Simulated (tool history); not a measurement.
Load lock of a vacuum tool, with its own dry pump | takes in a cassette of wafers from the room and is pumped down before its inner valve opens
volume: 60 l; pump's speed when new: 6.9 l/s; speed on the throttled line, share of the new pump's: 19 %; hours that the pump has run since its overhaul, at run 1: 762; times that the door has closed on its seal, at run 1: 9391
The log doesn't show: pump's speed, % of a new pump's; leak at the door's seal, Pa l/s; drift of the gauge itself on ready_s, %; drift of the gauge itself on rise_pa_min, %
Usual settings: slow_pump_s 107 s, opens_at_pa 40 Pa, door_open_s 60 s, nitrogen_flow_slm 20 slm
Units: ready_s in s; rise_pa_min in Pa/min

run	hour	slow_pump_s	opens_at_pa	door_open_s	nitrogen_flow_slm	hours that the pump has run since its overhaul	times that the door has closed on its seal	incoming humidity of the room's air, %	ready_s	rise_pa_min
1	0	107	40	60	20	762	9391	46.3	156	0.084
2	418.8	107	40	60	20	1181	10130	47.3	155.4	0.087
3	792.8	107	40	143	20	1555	10789	44.2	155.5	0.115
4	1078.8	107	40	60	20	1841	11294	42.5	155.6	0.091
5	1422.4	107	40	60	4	2184	11900	45.3	155.9	0.111
6	1785.2	107	40	60	4	2547	12540	45.4	156.1	0.115
7	2130.7	107	40	60	4	2893	13149	41.1	156.3	0.112
8	2382.1	107	40	30	20	3144	13593	47.9	156.7	0.093
9	2670.5	107	40	60	20	3432	14101	46.6	156.1	0.109
10	3058.4	107	29	60	20	3820	14786	44	159.5	0.105
11	3320.5	107	29	60	20	4082	15248	43.3	159.1	0.108
12	3697.9	107	40	60	20	4460	15913	44.2	156.6	0.116
13	4081.6	107	40	60	20	4843	16590	43.3	157.9	0.121
14	4376.8	107	57	60	20	5139	17111	42.8	154.4	0.12
15	4797.5	107	40	60	20	5559	17853	43.7	157.6	0.126
16	5106	107	40	60	20	5868	18397	45.6	157.6	0.135
17	5335.2	107	40	60	20	6097	18801	45.8	158.2	0.136
18	5637.6	107	40	60	20	6399	19335	46.3	157.9	0.137
19	5999.9	107	40	60	20	6762	19974	44.7	157.7	0.146
20	6246	107	40	60	20	7008	20408	43.5	158.4	0.145
21	6603.2	107	40	60	20	7365	21038	45.7	158.1	0.151
22	6807.7	107	49	50	13	7570	21399	47.1	155.5	0.161
23	7017.9	107	49	50	13	7780	21770	40	156.9	0.156
24	7232.2	107	49	50	13	7994	22148	48.9	157.3	0.164
25	7528.9	107	29	170	13	8291	22671	45.8	161.8	0.203
26	7943.9	94	29	60	30	8706	23403	44.7	151.6	0.16
27	8276.5	94	29	60	30	9038	23990	44.4	151.7	0.168
28	8571.2	162	37	34	12	9333	24509	45.7	202.9	0.172
29	8910.5	162	37	34	12	9672	25108	46	204.2	0.188
30	9156.7	160	40	60	9	9919	25542	42.4	201.3	0.192
31	9451.5	86	40	60	20	10213	26062	41.8	144.1	0.193
32	9851.3	86	40	60	20	10613	26767	43.3	144.3	0.198
33	10125.1	86	40	60	20	10887	27250	47.3	143.1	0.199
34	10347.5	91	40	60	42	11109	27642	43.6	147.4	0.185
35	10625.8	91	45	74	42	11388	28133	44.4	147.1	0.197
36	10957.8	75	67	103	7	11720	28719	47	130.7	0.252
37	11348.4	141	40	60	30	12110	29408	45	188.4	0.216

Hidden state or all else? Some run-to-run changes of ready_s, split into what the settings, what came in and random variation would give without the hidden state, and what is left for the hidden state (with any gauge scatter that isn't in both results):
Run 27 -> 28: slow_pump_s 94 -> 162, opens_at_pa 29 -> 37, door_open_s 60 -> 34, nitrogen_flow_slm 30 -> 12. ready_s +51.2 s: hidden state -1.2, all else +52.4.
Run 30 -> 31: slow_pump_s 160 -> 86, nitrogen_flow_slm 9 -> 20. ready_s -57.2 s: hidden state +1.4, all else -58.6.
Run 36 -> 37: slow_pump_s 75 -> 141, opens_at_pa 67 -> 40, door_open_s 103 -> 60, nitrogen_flow_slm 7 -> 30. ready_s +57.7 s: hidden state -0.7, all else +58.4.
